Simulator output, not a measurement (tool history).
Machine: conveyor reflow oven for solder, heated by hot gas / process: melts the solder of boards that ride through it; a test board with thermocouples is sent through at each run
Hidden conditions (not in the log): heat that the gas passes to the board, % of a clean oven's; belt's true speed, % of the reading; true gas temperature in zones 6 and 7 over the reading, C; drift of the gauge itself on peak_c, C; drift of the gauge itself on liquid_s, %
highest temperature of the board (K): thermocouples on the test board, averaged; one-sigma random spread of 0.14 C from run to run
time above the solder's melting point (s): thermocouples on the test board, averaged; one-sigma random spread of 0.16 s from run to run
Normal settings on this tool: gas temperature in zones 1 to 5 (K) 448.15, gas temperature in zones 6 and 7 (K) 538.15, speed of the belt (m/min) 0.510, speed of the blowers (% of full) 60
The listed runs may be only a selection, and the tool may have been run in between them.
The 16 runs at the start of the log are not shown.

run   hour  gas temperature in zones 1 to 5 (K)  gas temperature in zones 6 and 7 (K)  speed of the belt (m/min)  speed of the blowers (% of full)  hours of work since the flux was cleaned out  hours of work since the belt drive was overhauled  hours of work since the thermocouples were changed  highest temperature of the board (K)  time above the solder's melting point (s)
 17  219.8                               441.15                                538.15                      0.476                                60                                            71                                                141                                                 749                                515.55                                       44.8
 18  235.1                               448.15                                549.15                      0.594                                60                                            78                                                148                                                 756                                516.35                                       36.4
 19  246.9                               448.15                                538.15                      0.510                                61                                            83                                                153                                                 761                                514.95                                       42.9
 20  262.3                               448.15                                538.15                      0.510                                61                                            89                                                160                                                 768                                514.85                                       42.7
 21  276.5                               460.15                                538.15                      0.487                                61                                            95                                                166                                                 774                                519.65                                       54.7
 22  284.5                               448.15                                529.15                      0.510                                60                                            99                                                169                                                 777                                507.65                                       34.7
 23  298.0                               448.15                                529.15                      0.510                                60                                           105                                                175                                                 783                                507.95                                       34.5
 24  306.8                               448.15                                529.15                      0.510                                60                                           108                                                179                                                 787                                507.45                                       34.7
 25  322.0                               462.15                                538.15                      0.508                                84                                           115                                                185                                                 793                                525.25                                       58.3
 26  333.7                               436.15                                538.15                      0.432                                54                                           120                                                190                                                 798                                515.65                                       47.8
 27  344.3                               447.15                                535.15                      0.432                                54                                           125                                                195                                                 803                                515.55                                       51.8
 28  357.9                               447.15                                549.15                      0.521                                54                                           130                                                201                                                 809                                519.15                                       43.9
 29  372.6                               448.15                                540.15                      0.459                                60                                           137                                                207                                                 815                                520.25                                       53.7
 30  388.2                               448.15                                540.15                      0.459                                60                                           143                                                214                                                 822                                520.15                                       53.7
 31  404.3                               457.15                                542.15                      0.486                                57                                           150                                                221                                                 829                                520.55                                       53.4

Consider 3 possible next runs. They are alternatives, not a sequence: every one starts from the tool as it was left by run 31. What does each give?
  A  421.6                               452.15                                536.15                      0.510                                60                                           158                                                228                                                 836                                     ?                                          ?
  B  421.6                               452.15                                530.15                      0.510                                76                                           158                                                228                                                 836                                     ?                                          ?
  C  421.6                               445.15                                538.15                      0.510                                60                                           158                                                228                                                 836                                     ?                                          ?

run  highest temperature of the board (K)  time above the solder's melting point (s)
  A                                514.25                                       43.1
  B                                514.85                                       45.5
  C                                514.05                                       40.6
Without the tool's hidden state the same runs would have given:
run  highest temperature of the board (K)  time above the solder's melting point (s)
  A                                514.25                                       43.2
  B                                514.95                                       45.6
  C                                514.05                                       40.7
